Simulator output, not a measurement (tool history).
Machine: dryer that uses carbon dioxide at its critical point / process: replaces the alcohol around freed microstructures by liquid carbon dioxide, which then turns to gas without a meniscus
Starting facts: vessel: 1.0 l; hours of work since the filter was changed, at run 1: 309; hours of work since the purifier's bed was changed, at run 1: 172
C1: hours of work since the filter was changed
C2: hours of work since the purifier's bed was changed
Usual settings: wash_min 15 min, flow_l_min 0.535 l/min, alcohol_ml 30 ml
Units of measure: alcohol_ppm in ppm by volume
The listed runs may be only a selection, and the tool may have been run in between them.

Run 1, hour 0.0: usual settings; C1 309; C2 172. Result: alcohol_ppm 144 ppm by volume.
Run 2, hour 24.9: usual settings; C1 327; C2 190. Result: alcohol_ppm 148 ppm by volume.
Run 3, hour 47.4: usual settings; C1 343; C2 206. Result: alcohol_ppm 170 ppm by volume.
Run 4, hour 75.9: usual settings; C1 364; C2 227. Result: alcohol_ppm 169 ppm by volume.
Run 5, hour 104.5: usual settings but flow_l_min 0.612 l/min; C1 385; C2 248. Result: alcohol_ppm 132 ppm by volume.
Run 6, hour 138.3: usual settings; C1 410; C2 273. Result: alcohol_ppm 182 ppm by volume.
Run 7, hour 169.6: usual settings; C1 432; C2 296. Result: alcohol_ppm 184 ppm by volume.
Run 8, hour 193.3: usual settings; C1 450; C2 313. Result: alcohol_ppm 207 ppm by volume.
Run 9, hour 226.7: usual settings; C1 474; C2 337. Result: alcohol_ppm 213 ppm by volume.
Run 10, hour 256.9: usual settings; C1 496; C2 359. Result: alcohol_ppm 233 ppm by volume.
Run 11, hour 281.1: usual settings; C1 514; C2 377. Result: alcohol_ppm 230 ppm by volume.
Run 12, hour 310.9: usual settings but flow_l_min 0.757 l/min; C1 536; C2 399. Result: alcohol_ppm 156 ppm by volume.
Run 13, hour 326.2: usual settings; C1 547; C2 410. Result: alcohol_ppm 247 ppm by volume.
At hour 358.2: inlet filter changed.
Run 14, hour 359.6: usual settings; C1 1; C2 434. Result: alcohol_ppm 206 ppm by volume.
Run 15, hour 383.2: usual settings but flow_l_min 0.411 l/min; C1 18; C2 451. Result: alcohol_ppm 371 ppm by volume.
Run 16, hour 399.9: usual settings; C1 30; C2 463. Result: alcohol_ppm 214 ppm by volume.
Run 17, hour 420.0: usual settings; C1 45; C2 478. Result: alcohol_ppm 222 ppm by volume.
Run 18, hour 438.6: usual settings; C1 59; C2 491. Result: alcohol_ppm 234 ppm by volume.
Run 19, hour 470.2: usual settings; C1 82; C2 514. Result: alcohol_ppm 239 ppm by volume.
Run 20, hour 484.8: usual settings; C1 92; C2 525. Result: alcohol_ppm 248 ppm by volume.
Run 21, hour 510.2: usual settings; C1 111; C2 544. Result: alcohol_ppm 240 ppm by volume.
Run 22, hour 530.3: usual settings; C1 126; C2 558. Result: alcohol_ppm 253 ppm by volume.
Run 23, hour 556.0: usual settings; C1 144; C2 577. Result: alcohol_ppm 281 ppm by volume.
Run 24, hour 588.5: usual settings; C1 168; C2 601. Result: alcohol_ppm 278 ppm by volume.
Run 25, hour 615.5: usual settings; C1 188; C2 621. Result: alcohol_ppm 284 ppm by volume.
Run 26, hour 635.8: usual settings but wash_min 18 min, flow_l_min 0.779 l/min, alcohol_ml 75 ml; C1 203; C2 635. Result: alcohol_ppm 242 ppm by volume.
Run 27, hour 666.3: usual settings but wash_min 18 min, flow_l_min 0.779 l/min, alcohol_ml 75 ml; C1 225; C2 658. Result: alcohol_ppm 248 ppm by volume.
Run 28, hour 680.5: usual settings but alcohol_ml 60 ml; C1 235; C2 668. Result: alcohol_ppm 372 ppm by volume.
Run 29, hour 704.0: usual settings but wash_min 13 min, flow_l_min 0.576 l/min, alcohol_ml 26 ml; C1 253; C2 685. Result: alcohol_ppm 331 ppm by volume.
Run 30, hour 722.4: usual settings but wash_min 10 min, flow_l_min 0.576 l/min, alcohol_ml 54 ml; C1 266; C2 699. Result: alcohol_ppm 955 ppm by volume.
Run 31, hour 751.4: usual settings but wash_min 10 min, flow_l_min 0.576 l/min, alcohol_ml 54 ml; C1 287; C2 720. Result: alcohol_ppm 969 ppm by volume.
At hour 770.6: purifier's bed changed.
Run 32, hour 776.9: usual settings but wash_min 17 min, flow_l_min 0.547 l/min, alcohol_ml 85 ml; C1 304; C2 5. Result: alcohol_ppm 88 ppm by volume.
Run 33, hour 806.5: usual settings but wash_min 9 min, flow_l_min 0.466 l/min; C1 325; C2 26. Result: alcohol_ppm 1282 ppm by volume.
Run 34, hour 828.6: usual settings but wash_min 24 min; C1 341; C2 42. Result: alcohol_ppm 15 ppm by volume.
Run 35, hour 853.5: usual settings but alcohol_ml 51 ml; C1 360; C2 61. Result: alcohol_ppm 148 ppm by volume.
Run 36, hour 884.5: usual settings but wash_min 10 min, flow_l_min 0.390 l/min, alcohol_ml 47 ml; C1 382; C2 83. Result: alcohol_ppm 2544 ppm by volume.
Run 37, hour 915.2: usual settings but wash_min 22 min, flow_l_min 0.354 l/min, alcohol_ml 33 ml; C1 405; C2 106. Result: alcohol_ppm 144 ppm by volume.
Run 38, hour 931.5: usual settings but wash_min 10 min, flow_l_min 0.487 l/min, alcohol_ml 35 ml; C1 417; C2 118. Result: alcohol_ppm 1005 ppm by volume.
Run 39, hour 957.6: usual settings but wash_min 10 min, flow_l_min 0.567 l/min, alcohol_ml 40 ml; C1 436; C2 137. Result: alcohol_ppm 711 ppm by volume.
Run 40, hour 989.9: usual settings but wash_min 23 min, flow_l_min 0.567 l/min, alcohol_ml 24 ml; C1 459; C2 160. Result: alcohol_ppm 73 ppm by volume.
Run 41, hour 1023.9: usual settings but wash_min 10 min, flow_l_min 0.463 l/min, alcohol_ml 98 ml; C1 484; C2 185. Result: alcohol_ppm 3459 ppm by volume.
Run 42, hour 1056.0: usual settings but wash_min 13 min, flow_l_min 0.360 l/min, alcohol_ml 31 ml; C1 507; C2 208. Result: alcohol_ppm 1107 ppm by volume.
Run 43, hour 1079.3: usual settings but wash_min 13 min, flow_l_min 0.363 l/min, alcohol_ml 67 ml; C1 524; C2 225. Result: alcohol_ppm 2294 ppm by volume.
Run 44, hour 1103.1: usual settings but flow_l_min 0.510 l/min, alcohol_ml 22 ml; C1 542; C2 243. Result: alcohol_ppm 173 ppm by volume.
Run 45, hour 1121.0: usual settings but wash_min 10 min, flow_l_min 0.905 l/min, alcohol_ml 50 ml; C1 555; C2 256. Result: alcohol_ppm 192 ppm by volume.
At hour 1141.7: inlet filter changed.
Run 46, hour 1142.1: usual settings but wash_min 10 min, flow_l_min 0.905 l/min, alcohol_ml 50 ml; C1 0; C2 271. Result: alcohol_ppm 143 ppm by volume.
Run 47, hour 1165.9: usual settings but wash_min 10 min, flow_l_min 0.905 l/min, alcohol_ml 50 ml; C1 18; C2 288. Result: alcohol_ppm 150 ppm by volume.

Forecast each of these 3 alternatives for the next run:
Run A, hour 1195.6: usual settings but wash_min 10 min, flow_l_min 0.860 l/min, alcohol_ml 87 ml; C1 39; C2 310. Result: alcohol_ppm ?.
Run B, hour 1195.6: usual settings but wash_min 10 min, flow_l_min 0.707 l/min, alcohol_ml 50 ml; C1 39; C2 310. Result: alcohol_ppm ?.
Run C, hour 1195.6: usual settings but flow_l_min 0.632 l/min; C1 39; C2 310. Result: alcohol_ppm ?.

run  alcohol_ppm
  A          218
  B          304
  C          136
Had the tool no hidden state, the same runs would have come out as:
run  alcohol_ppm
  A          101
  B          183
  C           27

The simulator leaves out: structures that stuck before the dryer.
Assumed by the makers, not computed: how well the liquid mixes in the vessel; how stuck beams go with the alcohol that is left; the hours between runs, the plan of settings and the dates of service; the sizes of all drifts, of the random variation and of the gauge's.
